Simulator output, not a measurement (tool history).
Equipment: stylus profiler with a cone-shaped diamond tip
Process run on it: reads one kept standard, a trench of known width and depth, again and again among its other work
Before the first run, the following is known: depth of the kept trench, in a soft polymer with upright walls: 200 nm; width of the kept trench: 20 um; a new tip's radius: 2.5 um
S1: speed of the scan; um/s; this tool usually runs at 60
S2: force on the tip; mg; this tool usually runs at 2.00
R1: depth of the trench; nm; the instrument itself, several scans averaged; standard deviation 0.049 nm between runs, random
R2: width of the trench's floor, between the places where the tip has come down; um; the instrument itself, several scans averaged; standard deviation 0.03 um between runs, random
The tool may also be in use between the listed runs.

run   hour   S1    S2      R1     R2
  1    0.0   60  2.00  202.54  17.79
  2   22.5   60  2.00  202.64  17.76
  3   49.7   60  2.00  202.52  17.77
  4   67.9   60  2.00  202.58  17.81
  5   84.0   60  2.00  202.61  17.76
  6   99.4   60  1.60  202.12  17.72
  7  112.7   60  1.60  202.18  17.72
  8  132.4   60  4.95  204.69  17.86
  9  153.9   60  4.95  204.70  17.83
 10  180.3   60  4.95  204.72  17.80
 11  192.5   60  0.71  201.37  17.59
 12  208.5   60  5.59  205.21  17.83
 13  222.3   60  4.33  204.33  17.84
 14  248.5  233  2.00  202.61  16.93
 15  271.0   60  2.00  202.65  17.79
 16  297.7   60  2.00  202.48  17.81
 17  321.8   60  1.52  202.14  17.73
 18  334.5   60  0.88  201.44  17.65
 19  347.3   60  2.00  202.53  17.71
 20  375.6   60  2.34  202.88  17.74
 21  402.4   60  2.34  202.80  17.79
 22  420.2   60  2.34  202.75  17.75
 23  444.8   60  2.34  202.95  17.79
 24  458.6   60  2.00  202.59  17.75
 25  477.7   28  1.60  202.22  17.94
 26  495.0  229  1.31  201.89  16.74
 27  507.1   29  3.01  203.40  17.95
 28  529.8  127  3.43  203.68  17.58
 29  552.9   26  0.93  201.52  17.85
 30  574.0  171  4.88  204.66  17.56
 31  597.8  171  4.88  204.64  17.53
 32  612.3   30  4.66  204.55  17.95
 33  628.2   30  4.66  204.56  18.02
 34  653.1  206  2.87  203.24  17.31
 35  677.8   44  2.78  203.22  17.84

What will run 36 give?
 36  700.7  196  0.89   ?   ?

{"run 36": {"R1": 201.42, "R2": 16.63}}
On a tool with no hidden condition, and with the same random variation, this run would have come out at R1 201.41 nm, R2 16.63 um.

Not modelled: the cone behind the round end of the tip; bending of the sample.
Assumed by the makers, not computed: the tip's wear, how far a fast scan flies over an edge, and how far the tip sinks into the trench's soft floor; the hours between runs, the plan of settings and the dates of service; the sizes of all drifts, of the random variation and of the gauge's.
